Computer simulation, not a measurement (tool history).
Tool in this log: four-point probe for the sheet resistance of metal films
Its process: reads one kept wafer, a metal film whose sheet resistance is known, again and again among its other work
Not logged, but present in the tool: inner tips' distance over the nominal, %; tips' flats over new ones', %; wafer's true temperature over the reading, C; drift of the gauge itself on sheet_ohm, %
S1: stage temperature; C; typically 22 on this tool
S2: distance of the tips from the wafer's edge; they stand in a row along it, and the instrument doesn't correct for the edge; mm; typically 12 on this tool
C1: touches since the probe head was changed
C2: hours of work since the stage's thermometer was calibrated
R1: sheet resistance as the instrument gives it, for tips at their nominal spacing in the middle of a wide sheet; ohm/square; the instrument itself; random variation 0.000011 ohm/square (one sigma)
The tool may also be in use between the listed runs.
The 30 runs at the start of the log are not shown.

{"run": 31, "hour": 492.8, "S1": 24, "S2": 18, "C1": 35590, "C2": 937, "R1": 0.055667}
{"run": 32, "hour": 504.0, "S1": 24, "S2": 18, "C1": 35929, "C2": 944, "R1": 0.055654}
{"run": 33, "hour": 524.5, "S1": 27, "S2": 18, "C1": 36547, "C2": 958, "R1": 0.055729}
{"run": 34, "hour": 541.1, "S1": 27, "S2": 18, "C1": 37047, "C2": 968, "R1": 0.055746}
{"run": 35, "hour": 557.1, "S1": 27, "S2": 18, "C1": 37526, "C2": 979, "R1": 0.055758}
{"run": 36, "hour": 579.6, "S1": 25, "S2": 5, "C1": 38206, "C2": 993, "R1": 0.057419}
{"run": 37, "hour": 590.6, "S1": 19, "S2": 12, "C1": 38537, "C2": 1000, "R1": 0.05572}
{"run": 38, "hour": 606.0, "S1": 28, "S2": 19, "C1": 38999, "C2": 1010, "R1": 0.05576}
{"run": 39, "hour": 629.2, "S1": 28, "S2": 11, "C1": 39699, "C2": 1025, "R1": 0.056016}
{"run": 40, "hour": 649.1, "S1": 28, "S2": 11, "C1": 40297, "C2": 1038, "R1": 0.055998}
{"run": 41, "hour": 660.3, "S1": 25, "S2": 9, "C1": 40636, "C2": 1045, "R1": 0.05612}

Forecast each of these 5 alternatives for the next run:
{"run": "A", "hour": 673.9, "S1": 20, "S2": 25, "C1": 41046, "C2": 1054, "R1": "?"}
{"run": "B", "hour": 673.9, "S1": 19, "S2": 13, "C1": 41046, "C2": 1054, "R1": "?"}
{"run": "C", "hour": 673.9, "S1": 32, "S2": 5, "C1": 41046, "C2": 1054, "R1": "?"}
{"run": "D", "hour": 673.9, "S1": 21, "S2": 29, "C1": 41046, "C2": 1054, "R1": "?"}
{"run": "E", "hour": 673.9, "S1": 26, "S2": 6, "C1": 41046, "C2": 1054, "R1": "?"}

run=A R1=0.055513
run=B R1=0.055721
run=C R1=0.057579
run=D R1=0.055503
run=E R1=0.05689
Take away the tool's hidden state, keep each run's random variation, and the runs would have read:
run=A R1=0.05541
run=B R1=0.055617
run=C R1=0.057476
run=D R1=0.055401
run=E R1=0.056787
